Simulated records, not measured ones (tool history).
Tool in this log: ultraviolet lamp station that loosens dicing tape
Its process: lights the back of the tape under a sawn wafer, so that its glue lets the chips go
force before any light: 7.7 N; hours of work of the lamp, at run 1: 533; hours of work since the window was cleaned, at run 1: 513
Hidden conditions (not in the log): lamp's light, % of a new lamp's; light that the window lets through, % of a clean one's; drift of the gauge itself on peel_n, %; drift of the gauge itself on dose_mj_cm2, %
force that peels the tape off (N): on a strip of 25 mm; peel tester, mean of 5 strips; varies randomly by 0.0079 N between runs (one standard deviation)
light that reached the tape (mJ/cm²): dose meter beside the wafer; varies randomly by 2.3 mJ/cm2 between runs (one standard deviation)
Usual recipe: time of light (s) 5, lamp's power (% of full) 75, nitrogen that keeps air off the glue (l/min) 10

| run | hour | time of light (s) | lamp's power (% of full) | nitrogen that keeps air off the glue (l/min) | hours of work of the lamp | hours of work since the window was cleaned | force that peels the tape off (N) | light that reached the tape (mJ/cm²) |
|---|---|---|---|---|---|---|---|---|
| 1 | 0 | 5 | 75 | 10 | 533 | 513 | 0.559 | 197 |
| 2 | 15.9 | 5 | 75 | 10 | 545 | 525 | 0.586 | 196 |
| 3 | 28.4 | 5 | 75 | 10 | 555 | 535 | 0.571 | 197 |
| 4 | 52 | 5 | 75 | 10 | 573 | 553 | 0.577 | 196 |
| 5 | 64.6 | 5 | 75 | 10 | 582 | 562 | 0.589 | 194 |
| 6 | 91.3 | 5 | 75 | 10 | 603 | 583 | 0.624 | 186 |
| 7 | 104.3 | 5 | 75 | 10 | 612 | 592 | 0.625 | 188 |
| 8 | 123.2 | 2 | 92 | 4 | 627 | 607 | 2.753 | 89 |
| 9 | 151.4 | 3 | 71 | 7 | 648 | 628 | 2.112 | 108 |
|  | 160.5 | window cleaned of glue's vapour |
| 10 | 168.1 | 6 | 88 | 18 | 660 | 6 | 0.124 | 298 |
| 11 | 190.1 | 5 | 75 | 3 | 677 | 22 | 1.068 | 204 |
| 12 | 206.7 | 5 | 75 | 6 | 690 | 35 | 0.693 | 205 |
| 13 | 229.1 | 5 | 75 | 6 | 707 | 52 | 0.71 | 200 |
| 14 | 256.9 | 9 | 75 | 16 | 728 | 73 | 0.08 | 369 |

How would selected steps in force that peels the tape off (N) from run to run divide? Give the signed amount a tool lacking its hidden state would still show from settings, what came in and random variation, and the signed amount left for the hidden state, including any gauge scatter that is not in both of the compared results.
Run 7 -> 8: time of light (s) 5 -> 2, lamp's power (% of full) 75 -> 92, nitrogen that keeps air off the glue (l/min) 10 -> 4. force that peels the tape off (N) +2.128: hidden state +0.402, all else +1.726.
Run 9 -> 10: time of light (s) 3 -> 6, lamp's power (% of full) 71 -> 88, nitrogen that keeps air off the glue (l/min) 7 -> 18, window cleaned of glue's vapour. force that peels the tape off (N) -1.988: hidden state -0.682, all else -1.306.
